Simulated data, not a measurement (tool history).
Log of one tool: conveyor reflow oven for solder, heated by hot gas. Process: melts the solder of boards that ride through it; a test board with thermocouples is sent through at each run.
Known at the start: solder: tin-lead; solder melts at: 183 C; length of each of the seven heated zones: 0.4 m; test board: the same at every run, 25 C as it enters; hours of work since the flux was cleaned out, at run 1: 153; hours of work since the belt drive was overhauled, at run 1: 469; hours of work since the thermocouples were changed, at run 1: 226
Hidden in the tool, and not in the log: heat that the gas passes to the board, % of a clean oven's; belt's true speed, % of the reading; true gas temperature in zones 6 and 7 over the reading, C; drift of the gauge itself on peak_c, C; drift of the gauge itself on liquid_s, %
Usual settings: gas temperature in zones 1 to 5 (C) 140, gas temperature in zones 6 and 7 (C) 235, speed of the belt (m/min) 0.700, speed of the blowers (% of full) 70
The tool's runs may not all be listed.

run	hour	gas temperature in zones 1 to 5 (C)	gas temperature in zones 6 and 7 (C)	speed of the belt (m/min)	speed of the blowers (% of full)	hours of work since the flux was cleaned out	hours of work since the belt drive was overhauled	hours of work since the thermocouples were changed	highest temperature of the board (C)	time above the solder's melting point (s)
1	0.0	140	235	0.700	70	153	469	226	220.98	55.17
2	19.7	140	235	0.700	70	163	480	236	221.16	55.18
3	56.0	140	235	0.627	70	182	499	256	223.96	64.01
4	89.7	140	235	0.627	70	200	517	274	223.74	63.78
5	119.9	140	235	0.627	70	217	533	290	223.88	63.66
6	139.0	140	235	0.627	70	227	543	300	224.00	63.81
# hour 169.5: flux residue cleaned out of gas plates and filters
7	175.8	140	235	0.700	70	3	560	317	222.64	56.26
8	210.9	140	245	0.700	70	22	579	336	231.70	60.66
9	239.0	140	245	0.700	70	37	594	350	231.52	60.79
10	271.7	140	245	0.700	70	55	611	368	231.48	60.76
11	292.8	140	245	0.700	70	66	623	379	231.51	60.82
12	328.1	140	245	0.700	70	85	641	398	231.47	60.67
13	361.1	140	245	0.645	70	102	659	416	233.61	67.09
14	392.7	140	245	0.645	70	119	676	432	233.56	67.03
15	422.3	128	235	0.700	70	135	692	448	220.33	51.09
16	451.0	132	235	0.700	70	150	707	464	220.82	52.70
17	486.6	140	229	0.838	70	169	726	483	210.89	39.05
18	516.0	140	229	0.838	70	185	742	498	211.01	39.25
19	543.6	155	244	0.703	67	200	756	513	231.37	65.32
20	570.3	140	235	0.717	57	214	771	527	216.80	50.43
21	589.2	140	235	0.717	57	224	781	537	216.98	50.40
# hour 624.9: flux residue cleaned out of gas plates and filters
22	627.6	125	235	0.625	57	1	798	555	220.31	56.62
23	645.6	125	235	0.625	57	11	808	565	220.26	56.66
24	663.8	125	235	0.625	57	21	818	574	220.24	56.52
25	688.6	128	223	0.805	52	34	831	588	198.96	25.53
26	715.4	140	235	0.630	74	48	845	602	226.71	65.47
27	743.5	140	235	0.630	74	63	860	617	226.75	65.54
28	770.9	140	227	0.715	70	78	875	632	215.04	50.31
29	792.7	140	227	0.715	70	90	887	643	215.29	50.42
30	814.5	151	243	0.700	70	101	898	655	231.71	64.31

Hidden state or all else? Some run-to-run changes of highest temperature of the board (C), split into what the settings, what came in and random variation would give without the hidden state, and what is left for the hidden state (with any gauge scatter that isn't in both results):
Run 6 -> 7: speed of the belt (m/min) 0.627 -> 0.700, flux residue cleaned out of gas plates and filters. highest temperature of the board (C) -1.36: hidden state +1.57, all else -2.93.
Run 18 -> 19: gas temperature in zones 1 to 5 (C) 140 -> 155, gas temperature in zones 6 and 7 (C) 229 -> 244, speed of the belt (m/min) 0.838 -> 0.703, speed of the blowers (% of full) 70 -> 67. highest temperature of the board (C) +20.36: hidden state +0.34, all else +20.02.
Run 21 -> 22: gas temperature in zones 1 to 5 (C) 140 -> 125, speed of the belt (m/min) 0.717 -> 0.625, flux residue cleaned out of gas plates and filters. highest temperature of the board (C) +3.33: hidden state +1.44, all else +1.89.
Run 24 -> 25: gas temperature in zones 1 to 5 (C) 125 -> 128, gas temperature in zones 6 and 7 (C) 235 -> 223, speed of the belt (m/min) 0.625 -> 0.805, speed of the blowers (% of full) 57 -> 52. highest temperature of the board (C) -21.28: hidden state -0.19, all else -21.09.
Run 25 -> 26: gas temperature in zones 1 to 5 (C) 128 -> 140, gas temperature in zones 6 and 7 (C) 223 -> 235, speed of the belt (m/min) 0.805 -> 0.630, speed of the blowers (% of full) 52 -> 74. highest temperature of the board (C) +27.75: hidden state +0.10, all else +27.65.

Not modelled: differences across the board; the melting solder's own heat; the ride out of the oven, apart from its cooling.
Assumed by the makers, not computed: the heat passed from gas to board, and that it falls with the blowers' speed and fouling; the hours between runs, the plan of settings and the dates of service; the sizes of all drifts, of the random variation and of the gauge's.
